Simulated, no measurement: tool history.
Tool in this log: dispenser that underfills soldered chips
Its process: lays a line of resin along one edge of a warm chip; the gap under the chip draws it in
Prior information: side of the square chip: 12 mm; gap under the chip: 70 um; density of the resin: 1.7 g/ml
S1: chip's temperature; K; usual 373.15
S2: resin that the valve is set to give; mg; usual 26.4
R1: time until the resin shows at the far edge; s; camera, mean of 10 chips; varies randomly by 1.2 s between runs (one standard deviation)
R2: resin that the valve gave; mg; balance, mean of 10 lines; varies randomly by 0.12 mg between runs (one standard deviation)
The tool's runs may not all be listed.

run	hour	S1	S2	R1	R2
1	0	373.15	26.4	137.7	25.62
2	3.7	373.15	26.4	153.7	25.66
3	7.3	376.15	26.4	150.4	25.48
# hour 8.4: new syringe of resin
4	12.1	376.15	26.4	118.6	25.24
5	16.7	376.15	26.4	134.3	25.41
6	20.7	373.15	24.4	169.2	23.51
# hour 21.6: new syringe of resin
7	24.4	373.15	24.4	131	23.38
8	27.5	373.15	24.4	144	23.17
9	32	377.15	26.4	139.3	25.08
# hour 34.8: new syringe of resin
10	36.2	377.15	26.4	112.8	25
11	41.4	373.15	22.7	150.1	21.55
12	45.4	373.15	22.7	160.2	21.45
# hour 48.2: new syringe of resin
13	49.4	373.15	23.4	127.1	22.15
14	53.2	381.15	26.4	105.6	24.61
15	58.1	381.15	26.4	118.8	24.88
# hour 61.5: new syringe of resin
16	61.5	373.15	26.4	119.8	24.6
17	67.4	373.15	26.4	137.5	24.56
18	73.7	373.15	26.4	161.5	24.46
# hour 74.8: new syringe of resin
19	77.6	366.15	28.5	161	26.55
20	82.9	366.15	28.5	183.7	26.28
21	86.9	366.15	28.5	201.1	26.09
# hour 88.1: new syringe of resin
22	91.6	384.15	32.2	89.7	29.32
23	97.1	365.15	24.5	193	22.27
# hour 101.6: new syringe of resin
24	102.8	365.15	24.5	164	22.33
25	107.4	373.15	25.9	138.7	23.38
26	113	373.15	26.3	157.6	23.79
# hour 115.1: new syringe of resin
27	118.4	361.15	25.9	194.6	23.29
28	124.4	368.15	24.9	180.4	22.42
# hour 128.3: new syringe of resin
29	128.3	370.15	26.1	136.2	23.45
30	131.8	384.15	27.8	92.1	24.67
31	136.9	369.15	23.5	175.7	21
32	140.5	373.15	29	163.5	25.8
# hour 141.7: new syringe of resin
33	145	368.15	26.4	153.8	23.21
34	148.1	369.15	31.8	155.4	28.15
35	153.8	373.15	33	157.6	28.88

Per-run results on a tool with no hidden state, each run keeping its own random variation:
Hidden state present: resin's viscosity, % of fresh resin's; dose that the valve gives, % of what is set; true chip temperature over the reading, C; drift of the gauge itself on fill_s, %; drift of the gauge itself on given_mg, %.
run	R1	R2
1	118.6	26.37
2	121.2	26.46
3	108.7	26.34
4	106.4	26.17
5	108	26.42
6	123.2	24.51
7	120.3	24.43
8	122.8	24.26
9	107.1	26.34
10	107.1	26.33
11	124.8	22.78
12	121	22.73
13	122.8	23.52
14	93.9	26.22
15	93.9	26.59
16	119.7	26.34
17	119.3	26.39
18	120.7	26.39
19	149.1	28.7
20	149.7	28.52
21	148.9	28.4
22	83.5	32.01
23	155	24.39
24	157.8	24.54
25	120	25.79
26	119.4	26.33
27	175.4	25.89
28	140	25.01
29	132.7	26.23
30	82.9	27.67
31	137.3	23.65
32	119.8	29.12
33	140.4	26.27
34	133.6	31.93
35	118.1	32.91
